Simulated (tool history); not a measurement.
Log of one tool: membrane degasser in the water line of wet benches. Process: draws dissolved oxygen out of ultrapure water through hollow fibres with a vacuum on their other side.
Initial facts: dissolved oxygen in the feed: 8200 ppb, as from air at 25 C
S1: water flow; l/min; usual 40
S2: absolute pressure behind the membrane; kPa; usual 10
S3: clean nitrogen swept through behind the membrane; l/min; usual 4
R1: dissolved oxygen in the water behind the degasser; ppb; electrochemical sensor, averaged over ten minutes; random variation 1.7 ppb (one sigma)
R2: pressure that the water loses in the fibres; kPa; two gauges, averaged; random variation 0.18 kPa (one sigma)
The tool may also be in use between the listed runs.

run	hour	S1	S2	S3	R1	R2
1	0	40	10	4	168.5	35.29
2	226.8	40	10	4	169.1	35.24
3	362.7	40	10	4	166.8	35.33
4	547.8	40	10	4	173.3	35.01
5	722.9	40	10	4	173.2	35.34
6	932.2	40	10	4	168.3	35.21
# hour 1042.5: seals of the vacuum lines changed
7	1063.7	40	10	4	169.3	35.73
8	1252.1	40	10	4	170	34.96
# hour 1305.6: membrane cartridge changed
9	1454.3	40	11.1	4	193.1	35.42
10	1669.6	40	10	4	171	35.28
11	1841.1	27	10	4	111.2	24.19
12	2071	40	10	4	173.4	36.07
13	2199.5	40	10	4	169.9	35.78
14	2391.7	40	10	1.93	313.4	35.83
15	2502.2	60	10	4	272.9	53.71
16	2698.5	60	10	4	269.9	54.2
17	2816.3	32	12.2	2.45	272.4	28.87
# hour 2847.8: gauge calibrated
18	3026.1	32	7	7.03	48.1	27.88
19	3236.6	40	6.4	4	86.9	34.97
20	3444.4	40	11	9.77	90.1	35.25
21	3620.4	52	8.6	1.7	362.7	45.57
22	3766.6	40	13.1	5.76	173.1	35.24
# hour 3864.4: vacuum gauge calibrated
23	3989.9	44	13.1	5.76	195.6	38.96
24	4166.4	41	10	1.65	366.6	36.44
25	4317.1	41	10	1.65	365.3	36.66
26	4430	41	10	1.65	367	36.41
27	4556.6	38	21.2	4	392.5	33.74
28	4680.4	40	16.7	5.18	255.6	36.06
29	4835.3	40	16.7	5.18	258.6	35.58
30	5035.5	31	14.8	2.7	306.6	27.87
# hour 5064.7: seals of the vacuum lines changed
31	5225	34	6.3	3.57	76	30.56

4 ways to go on from here, each from the tool as it stands after run 31. What would each give?
A	5447.5	37	6.3	11.29	?	?
B	5447.5	40	22	4	?	?
C	5447.5	50	9.9	4.56	?	?
D	5447.5	58	8	10.77	?	?

run	R1	R2
A	34.1	33.12
B	437.7	35.61
C	195	45.06
D	103.1	52.11
What these runs would have given with no unlogged condition in the tool:
run	R1	R2
A	34	32.25
B	437.5	34.68
C	194.7	43.89
D	102.8	50.74

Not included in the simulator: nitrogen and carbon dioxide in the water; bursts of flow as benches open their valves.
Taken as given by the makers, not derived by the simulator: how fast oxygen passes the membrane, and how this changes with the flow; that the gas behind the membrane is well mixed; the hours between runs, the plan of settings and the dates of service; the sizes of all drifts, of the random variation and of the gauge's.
